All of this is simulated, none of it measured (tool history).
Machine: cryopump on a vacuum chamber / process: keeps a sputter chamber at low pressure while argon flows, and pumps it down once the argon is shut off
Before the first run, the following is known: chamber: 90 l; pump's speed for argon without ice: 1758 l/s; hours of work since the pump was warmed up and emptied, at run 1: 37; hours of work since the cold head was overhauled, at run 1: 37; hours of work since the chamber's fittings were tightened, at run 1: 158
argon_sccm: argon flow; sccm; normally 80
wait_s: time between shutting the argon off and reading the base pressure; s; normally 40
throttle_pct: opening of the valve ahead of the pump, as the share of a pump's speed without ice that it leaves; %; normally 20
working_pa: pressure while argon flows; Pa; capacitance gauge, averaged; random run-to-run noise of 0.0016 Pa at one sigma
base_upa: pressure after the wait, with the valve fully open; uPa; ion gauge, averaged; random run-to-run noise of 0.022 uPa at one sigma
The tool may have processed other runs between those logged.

run,hour,argon_sccm,wait_s,throttle_pct,hours of work since the pump was warmed up and emptied,hours of work since the cold head was overhauled,hours of work since the chamber's fittings were tightened,working_pa,base_upa
1,0.0,80,40,20,37,37,158,0.3855,1.04
2,43.2,80,40,20,67,67,188,0.3882,1.05
3,79.2,80,40,20,92,92,213,0.3870,1.09
4,118.7,80,40,20,120,120,241,0.3891,1.12
5,167.5,80,40,59,154,154,275,0.1352,1.27
6,189.2,80,40,59,170,170,291,0.1361,1.19
7,226.8,80,40,59,196,196,317,0.1371,1.30
8,251.6,80,40,59,213,213,334,0.1381,1.34
9,280.3,80,40,59,233,233,354,0.1399,1.37
10,322.9,80,40,59,263,263,384,0.1402,1.44
11,359.9,80,40,20,289,289,410,0.3934,1.49
12,397.1,80,30,20,315,315,436,0.3980,1.73
13,443.7,80,30,20,348,348,469,0.3992,1.79
14,489.2,41,40,20,380,380,501,0.2053,1.71
15,537.5,80,40,20,414,414,535,0.4027,1.81
16,586.4,61,223,20,448,448,569,0.3077,1.47
17,634.0,45,237,20,481,481,602,0.2269,1.62
18,674.0,98,40,31,509,509,630,0.3317,2.02
19,699.0,98,40,35,527,527,648,0.2965,2.16
# hour 750.8: pump warmed up, emptied and cooled again
20,750.8,51,46,24,0,560,681,0.2047,1.77
21,771.6,51,46,24,15,574,695,0.2050,1.78
22,812.9,51,46,24,44,603,724,0.2058,1.87
23,834.6,94,223,24,59,619,740,0.3792,1.58
24,858.4,80,59,20,75,635,756,0.3878,1.86
25,897.2,70,36,58,103,662,783,0.1192,2.07
26,936.1,70,36,17,130,690,811,0.3987,2.15
27,979.2,70,36,17,160,720,841,0.3992,2.22
28,1020.4,70,36,17,189,749,870,0.4014,2.35
29,1040.9,89,121,18,203,763,884,0.4838,1.96

Here are 3 independent what-if runs from the current tool condition. What would each one return?
A,1063.0,80,40,18,219,779,900,?,?
B,1063.0,34,287,28,219,779,900,?,?
C,1063.0,46,40,48,219,779,900,?,?

run,working_pa,base_upa
A,0.4385,2.32
B,0.1202,1.88
C,0.0972,2.37
Stripped of hidden state, with their random variation kept, the same runs would have yielded:
run,working_pa,base_upa
A,0.4298,0.66
B,0.1165,0.22
C,0.0923,0.71
